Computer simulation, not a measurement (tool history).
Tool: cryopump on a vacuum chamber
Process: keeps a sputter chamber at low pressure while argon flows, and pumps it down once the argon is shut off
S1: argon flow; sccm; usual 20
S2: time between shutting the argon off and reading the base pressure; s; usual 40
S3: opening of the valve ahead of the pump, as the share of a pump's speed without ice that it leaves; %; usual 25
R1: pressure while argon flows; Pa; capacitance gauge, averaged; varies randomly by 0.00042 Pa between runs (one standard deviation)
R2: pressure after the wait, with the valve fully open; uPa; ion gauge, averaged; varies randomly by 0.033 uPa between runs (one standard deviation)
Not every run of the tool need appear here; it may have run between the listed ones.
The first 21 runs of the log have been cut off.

run	hour	S1	S2	S3	R1	R2
22	490.1	21	251	20	0.0915	0.58
23	507.5	31	21	26	0.1063	3.30
24	525.8	16	189	18	0.0775	0.65
25	557.6	16	189	18	0.0777	0.68
# hour 574.3: pump warmed up, emptied and cooled again
26	591.2	20	179	39	0.0432	0.63
27	607.4	20	179	39	0.0431	0.68
28	627.8	19	107	39	0.0407	0.90
29	649.8	20	40	28	0.0602	1.86
30	678.4	19	40	44	0.0368	1.92
31	710.8	19	40	44	0.0364	1.86
32	739.0	10	40	34	0.0254	1.90
33	765.7	10	40	34	0.0252	1.91

Below are 3 alternative next runs, each starting from the tool's condition after run 33. Predict each:
A	782.3	23	40	32	?	?
B	782.3	10	231	60	?	?
C	782.3	15	75	28	?	?

run	R1	R2
A	0.0619	1.91
B	0.0152	0.57
C	0.0459	1.16
Had the tool no hidden state, the same runs would have come out as:
run	R1	R2
A	0.0600	1.72
B	0.0144	0.39
C	0.0447	0.97
